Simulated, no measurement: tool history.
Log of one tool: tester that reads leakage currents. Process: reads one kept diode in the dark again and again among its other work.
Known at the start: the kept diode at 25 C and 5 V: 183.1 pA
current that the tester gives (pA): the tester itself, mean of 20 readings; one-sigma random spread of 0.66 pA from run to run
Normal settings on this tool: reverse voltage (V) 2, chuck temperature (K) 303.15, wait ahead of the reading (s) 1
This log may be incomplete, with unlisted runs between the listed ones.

run,hour,reverse voltage (V),chuck temperature (K),wait ahead of the reading (s),current that the tester gives (pA)
1,0,2,303.15,1,219.19
2,219.5,2,303.15,1,219.63
3,378.1,2,303.15,1,220.2
4,533.2,2,303.15,1,220.55
5,777.3,2,303.15,2.74,221.69
6,928.3,2,303.15,2.74,222.93
# hour 1016.4: chuck's temperature calibrated
7,1065.3,2,295.15,1,99.27
8,1240.6,2,295.15,1,99.05
9,1492.8,6,301.15,0.63,260.34
10,1749.5,1.11,324.15,1.01,1128.04
11,1977.5,1.11,324.15,1.01,1137.89
12,2165.6,1.11,324.15,1.01,1132.55
13,2300.6,1.11,300.15,1.01,135.17
14,2460.5,12.01,296.15,8.04,208.3
15,2663.9,12.01,296.15,8.04,208.21

What if the next run were any one of these 3? Each begins from the tool's condition after run 15:
# hour 2687.1: tester calibrated
A,2910.6,12.01,296.15,6.53,?
# hour 2687.1: tester calibrated
B,2910.6,1.43,296.15,8.04,?
# hour 2687.1: tester calibrated
C,2910.6,12.01,296.15,1.64,?

run,current that the tester gives (pA)
A,214.31
B,103.39
C,215.16
Had the tool no hidden state, the same runs would have come out as:
run,current that the tester gives (pA)
A,201.02
B,99.81
C,201.88

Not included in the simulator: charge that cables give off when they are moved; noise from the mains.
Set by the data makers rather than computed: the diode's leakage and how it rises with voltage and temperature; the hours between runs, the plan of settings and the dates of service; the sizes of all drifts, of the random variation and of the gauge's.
